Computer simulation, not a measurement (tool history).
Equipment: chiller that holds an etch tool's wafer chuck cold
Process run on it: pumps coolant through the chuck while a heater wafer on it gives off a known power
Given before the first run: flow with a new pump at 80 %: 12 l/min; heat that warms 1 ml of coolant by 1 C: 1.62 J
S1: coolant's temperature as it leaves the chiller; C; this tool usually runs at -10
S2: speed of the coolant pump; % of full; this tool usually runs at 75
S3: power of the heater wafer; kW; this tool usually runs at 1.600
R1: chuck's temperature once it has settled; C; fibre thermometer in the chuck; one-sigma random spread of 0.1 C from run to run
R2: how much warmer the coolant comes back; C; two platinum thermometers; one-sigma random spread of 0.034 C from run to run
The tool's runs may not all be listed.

run   hour   S1  S2     S3    R1    R2
  1    0.0  -10  75  1.600   6.4  5.58
  2   35.6  -10  75  1.600   6.4  5.53
  3   92.9  -10  75  1.600   6.4  5.53
  4  126.1  -10  75  1.600   6.5  5.50
  5  155.9  -19  75  1.600  -2.4  5.53
  6  187.2  -13  75  1.600   3.5  5.52
  7  231.4  -10  75  1.600   6.7  5.57
  8  277.3  -10  75  1.600   6.6  5.61
  9  305.3  -10  75  1.600   6.8  5.61
 10  344.4  -10  75  1.600   6.7  5.55
 11  372.0  -10  75  1.600   7.0  5.60
 12  426.0  -10  75  1.165   2.4  4.07
 13  466.3  -10  75  1.600   7.0  5.59
 14  500.0  -15  75  1.600   2.1  5.58
 15  530.2  -15  75  1.600   1.9  5.58
 16  561.4  -15  75  1.600   2.0  5.57
 17  592.9  -15  75  1.600   2.1  5.62
 18  617.5  -15  86  1.600   0.7  4.90
 19  670.5  -14  76  0.863  -4.8  3.00
 20  707.9  -16  62  2.262  11.3  9.61

Predict the results of run 21:
 21  749.7  -16  62  2.262   ?   ?

Run 21 came out at R1 11.3 C, R2 9.65 C.
Without the tool's hidden state the same run would have given R1 6.7 C, R2 9.05 C.

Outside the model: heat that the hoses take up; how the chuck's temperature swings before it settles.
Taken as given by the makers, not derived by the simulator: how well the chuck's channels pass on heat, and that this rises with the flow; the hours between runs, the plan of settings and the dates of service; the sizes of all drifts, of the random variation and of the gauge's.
